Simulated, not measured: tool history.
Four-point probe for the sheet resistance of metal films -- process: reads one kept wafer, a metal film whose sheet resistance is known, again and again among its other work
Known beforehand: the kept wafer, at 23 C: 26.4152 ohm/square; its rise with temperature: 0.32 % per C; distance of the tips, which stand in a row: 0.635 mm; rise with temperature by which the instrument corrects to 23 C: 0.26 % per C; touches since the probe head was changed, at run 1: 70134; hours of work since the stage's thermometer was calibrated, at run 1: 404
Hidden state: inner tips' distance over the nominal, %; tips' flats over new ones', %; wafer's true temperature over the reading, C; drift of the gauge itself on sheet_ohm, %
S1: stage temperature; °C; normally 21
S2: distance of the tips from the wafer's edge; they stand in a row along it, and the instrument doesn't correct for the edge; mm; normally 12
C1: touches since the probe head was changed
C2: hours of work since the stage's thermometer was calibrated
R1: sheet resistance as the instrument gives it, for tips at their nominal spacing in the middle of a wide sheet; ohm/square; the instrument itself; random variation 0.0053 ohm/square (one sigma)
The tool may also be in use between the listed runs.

run	day	S1	S2	C1	C2	R1
1	0.000	21	12	70134	404	26.233198
2	4.088	21	21	72490	460	26.201665
3	8.208	21	21	74866	516	26.193963
4	10.138	21	21	75979	542	26.192391
5	12.512	21	4	77348	574	26.533178
6	16.608	21	4	79709	630	26.528110
7	19.442	21	28	81341	668	26.186304
8	23.121	21	28	83463	718	26.163060
9	25.400	23	12	84775	749	26.227633
10	28.496	23	12	86560	791	26.214943
11	31.217	23	12	88129	828	26.215874
12	34.262	23	12	89885	870	26.213386
13	38.429	23	12	92286	926	26.196423
14	41.675	21	5	94157	970	26.346401
15	45.358	22	12	96280	1020	26.170068
16	49.217	22	12	98506	1073	26.162954
17	52.904	22	12	100631	1123	26.153762
# day 53.233: stage's thermometer calibrated
18	56.483	21	12	102682	44	26.128076
19	59.717	23	21	104545	88	26.118660
# day 64.042: stage's thermometer calibrated, once more
20	64.046	30	44	107030	0	26.241687
21	65.800	32	44	108040	24	26.257016
22	69.517	30	68	110183	74	26.227896
23	73.329	30	68	112379	126	26.217380
24	76.521	19	37	114220	170	26.060945
25	78.288	29	5	115239	194	26.422956
26	82.433	29	5	117628	250	26.414847
27	84.779	29	5	118980	282	26.401880
28	87.462	28	37	120526	318	26.162531
29	90.450	28	37	122249	359	26.169884
30	92.654	20	5	123519	389	26.244777
31	96.088	33	15	125499	436	26.237323
32	98.338	19	18	126796	466	26.017847
33	100.504	19	18	128044	496	26.017272
34	102.492	19	18	129189	523	26.017785
35	106.767	19	18	131654	581	26.003858
36	109.888	21	26	133452	623	26.022386

Consider 4 possible next runs. They are alternatives, not a sequence: every one starts from the tool as it was left by run 36. What does each give?
A	112.179	23	5	134774	654	?
B	112.179	23	15	134774	654	?
C	112.179	26	12	134774	654	?
D	112.179	23	71	134774	654	?

run	R1
A	26.267279
B	26.073172
C	26.128517
D	26.044389
With no hidden state in the tool, these same runs would have given:
run	R1
A	26.643851
B	26.447170
C	26.503121
D	26.417999
